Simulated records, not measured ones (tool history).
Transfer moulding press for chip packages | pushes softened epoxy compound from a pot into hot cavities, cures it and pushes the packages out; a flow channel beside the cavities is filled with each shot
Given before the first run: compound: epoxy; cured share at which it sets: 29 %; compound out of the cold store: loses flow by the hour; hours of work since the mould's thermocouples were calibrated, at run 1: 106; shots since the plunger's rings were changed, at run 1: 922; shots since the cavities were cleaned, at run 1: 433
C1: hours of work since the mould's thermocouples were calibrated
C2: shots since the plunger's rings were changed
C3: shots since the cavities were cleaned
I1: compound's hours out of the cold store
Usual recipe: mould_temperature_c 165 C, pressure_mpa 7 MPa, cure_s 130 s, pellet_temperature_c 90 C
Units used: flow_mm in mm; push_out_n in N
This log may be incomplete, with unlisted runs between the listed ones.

{"run": 1, "day": 0.0, "mould_temperature_c": 165, "pressure_mpa": 7, "cure_s": 130, "pellet_temperature_c": 90, "C1": 106, "C2": 922, "C3": 433, "I1": 17.2, "flow_mm": 937, "push_out_n": 1016}
{"run": 2, "day": 0.808, "mould_temperature_c": 165, "pressure_mpa": 7, "cure_s": 130, "pellet_temperature_c": 90, "C1": 116, "C2": 1067, "C3": 578, "I1": 9.9, "flow_mm": 967, "push_out_n": 1134}
{"day": 1.35, "done": "cavities cleaned with cleaning compound and waxed"}
{"run": 3, "day": 1.842, "mould_temperature_c": 165, "pressure_mpa": 7, "cure_s": 130, "pellet_temperature_c": 90, "C1": 128, "C2": 1241, "C3": 88, "I1": 22.6, "flow_mm": 918, "push_out_n": 715}
{"run": 4, "day": 2.729, "mould_temperature_c": 165, "pressure_mpa": 7, "cure_s": 160, "pellet_temperature_c": 90, "C1": 139, "C2": 1400, "C3": 247, "I1": 28.5, "flow_mm": 888, "push_out_n": 759}
{"run": 5, "day": 3.762, "mould_temperature_c": 165, "pressure_mpa": 7, "cure_s": 160, "pellet_temperature_c": 90, "C1": 152, "C2": 1585, "C3": 432, "I1": 23.8, "flow_mm": 908, "push_out_n": 847}
{"run": 6, "day": 4.3, "mould_temperature_c": 165, "pressure_mpa": 7, "cure_s": 130, "pellet_temperature_c": 90, "C1": 159, "C2": 1682, "C3": 529, "I1": 35.3, "flow_mm": 864, "push_out_n": 1059}
{"run": 7, "day": 4.912, "mould_temperature_c": 165, "pressure_mpa": 6.18, "cure_s": 130, "pellet_temperature_c": 90, "C1": 167, "C2": 1791, "C3": 638, "I1": 17.6, "flow_mm": 874, "push_out_n": 1099}
{"day": 5.083, "done": "cavities cleaned with cleaning compound and waxed"}
{"run": 8, "day": 5.796, "mould_temperature_c": 165, "pressure_mpa": 6.18, "cure_s": 130, "pellet_temperature_c": 91, "C1": 177, "C2": 1938, "C3": 128, "I1": 42.8, "flow_mm": 787, "push_out_n": 740}
{"run": 9, "day": 6.742, "mould_temperature_c": 165, "pressure_mpa": 6.18, "cure_s": 130, "pellet_temperature_c": 91, "C1": 189, "C2": 2107, "C3": 297, "I1": 42.2, "flow_mm": 784, "push_out_n": 903}
{"run": 10, "day": 7.792, "mould_temperature_c": 165, "pressure_mpa": 7, "cure_s": 130, "pellet_temperature_c": 90, "C1": 202, "C2": 2296, "C3": 486, "I1": 14.6, "flow_mm": 926, "push_out_n": 1042}
{"day": 8.788, "done": "cavities cleaned with cleaning compound and waxed"}
{"run": 11, "day": 8.85, "mould_temperature_c": 165, "pressure_mpa": 7, "cure_s": 130, "pellet_temperature_c": 90, "C1": 215, "C2": 2474, "C3": 11, "I1": 42.9, "flow_mm": 833, "push_out_n": 570}
{"run": 12, "day": 9.917, "mould_temperature_c": 165, "pressure_mpa": 7, "cure_s": 130, "pellet_temperature_c": 90, "C1": 228, "C2": 2665, "C3": 202, "I1": 41, "flow_mm": 832, "push_out_n": 799}
{"run": 13, "day": 10.896, "mould_temperature_c": 165, "pressure_mpa": 7, "cure_s": 130, "pellet_temperature_c": 90, "C1": 240, "C2": 2841, "C3": 378, "I1": 29.1, "flow_mm": 870, "push_out_n": 989}
{"run": 14, "day": 11.579, "mould_temperature_c": 165, "pressure_mpa": 7, "cure_s": 130, "pellet_temperature_c": 90, "C1": 249, "C2": 2963, "C3": 500, "I1": 13.8, "flow_mm": 925, "push_out_n": 1048}
{"day": 12.088, "done": "plunger's sealing rings changed"}
{"run": 15, "day": 12.146, "mould_temperature_c": 163, "pressure_mpa": 7, "cure_s": 130, "pellet_temperature_c": 90, "C1": 255, "C2": 10, "C3": 582, "I1": 18.8, "flow_mm": 948, "push_out_n": 1203}
{"day": 12.646, "done": "cavities cleaned with cleaning compound and waxed"}
{"run": 16, "day": 12.85, "mould_temperature_c": 165, "pressure_mpa": 7, "cure_s": 145, "pellet_temperature_c": 87, "C1": 263, "C2": 125, "C3": 36, "I1": 43.3, "flow_mm": 856, "push_out_n": 556}
{"run": 17, "day": 13.542, "mould_temperature_c": 165, "pressure_mpa": 7, "cure_s": 145, "pellet_temperature_c": 87, "C1": 271, "C2": 249, "C3": 160, "I1": 37.2, "flow_mm": 871, "push_out_n": 697}

Estimate the outcome of run 18 from the log above:
{"run": 18, "day": 14.529, "mould_temperature_c": 165, "pressure_mpa": 7, "cure_s": 145, "pellet_temperature_c": 87, "C1": 284, "C2": 426, "C3": 337, "I1": 10.8, "flow_mm": "?", "push_out_n": "?"}

Logged for run 18: flow_mm 969 mm, push_out_n 853 N.
Had the tool carried no hidden state, the very same run would have given flow_mm 977 mm, push_out_n 505 N.
